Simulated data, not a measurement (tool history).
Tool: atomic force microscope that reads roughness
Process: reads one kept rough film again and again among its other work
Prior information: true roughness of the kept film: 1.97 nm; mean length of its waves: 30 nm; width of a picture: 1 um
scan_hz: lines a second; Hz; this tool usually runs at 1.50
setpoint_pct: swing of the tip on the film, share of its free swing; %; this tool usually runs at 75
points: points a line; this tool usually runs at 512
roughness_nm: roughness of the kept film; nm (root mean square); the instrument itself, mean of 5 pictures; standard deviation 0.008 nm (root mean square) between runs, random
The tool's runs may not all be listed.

run,hour,scan_hz,setpoint_pct,points,roughness_nm
1,0.0,1.50,75,512,1.573
2,24.3,1.50,75,512,1.518
3,42.3,1.50,75,512,1.497
4,58.9,1.50,75,512,1.474
5,71.4,1.50,75,512,1.448
6,95.0,1.50,75,512,1.411
7,119.6,1.50,75,512,1.370
8,137.4,2.23,75,512,1.315
9,150.1,2.23,75,512,1.301
10,166.0,2.38,75,512,1.273
11,179.5,2.38,79,512,1.619
12,195.1,1.50,75,273,1.642
13,206.5,1.50,75,273,1.633
14,225.7,1.50,75,269,1.596
15,252.4,1.50,75,512,1.556
16,278.0,1.50,75,512,1.503
17,294.6,1.50,75,512,1.478
18,320.0,1.50,75,512,1.444
19,340.1,1.50,75,512,1.406
20,366.5,1.23,77,512,1.373
21,381.6,1.43,68,464,1.377
22,396.1,0.57,79,269,1.345
23,412.1,2.68,64,269,1.684
24,427.8,3.52,68,617,1.645
25,453.5,0.56,67,335,1.668
26,471.0,0.56,67,335,1.638
27,499.3,0.56,67,335,1.589
28,517.4,3.23,69,778,1.476
29,542.7,3.23,69,778,1.438
30,564.5,3.23,69,778,1.405
31,580.1,1.36,75,309,1.409
32,604.2,2.45,72,494,1.347
33,619.3,2.45,72,494,1.324
34,644.1,2.39,62,512,1.326
35,659.4,2.39,62,512,1.691

Removed from this log: 5 entries logged between the listed runs. Between which two listed runs does each belong, and how does the tool's hidden state at the listed run before it compare with that at the listed run after it?
In the gap between runs 10 and 11: new tip fitted (hour 175.4)
  radius of the tip, nm: 49.6 -> 10.9; height scale over the true one, %: -0.18 -> -0.19
  the result without the hidden state subtracted from the measured one, roughness_nm: -0.403 -> -0.014 nm (root mean square)
In the gap between runs 19 and 20: height scale calibrated on a step standard (hour 343.6)
  radius of the tip, nm: 37.6 -> 41.7; height scale over the true one, %: -0.3 -> -0.38
  the result without the hidden state subtracted from the measured one, roughness_nm: -0.313 -> -0.352 nm (root mean square)
In the gap between runs 22 and 23: new tip fitted (hour 412.1)
  radius of the tip, nm: 46.6 -> 10.4; height scale over the true one, %: -0.4 -> -0.41
  the result without the hidden state subtracted from the measured one, roughness_nm: -0.399 -> -0.012 nm (root mean square)
In the gap between runs 26 and 27: height scale calibrated on a step standard, once more (hour 477.6)
  radius of the tip, nm: 20 -> 24.1; height scale over the true one, %: -0.45 -> -0.16
  the result without the hidden state subtracted from the measured one, roughness_nm: -0.140 -> -0.182 nm (root mean square)
In the gap between runs 34 and 35: new tip fitted (hour 649.7)
  radius of the tip, nm: 47.6 -> 12.6; height scale over the true one, %: -0.26 -> -0.27
  the result without the hidden state subtracted from the measured one, roughness_nm: -0.402 -> -0.040 nm (root mean square)
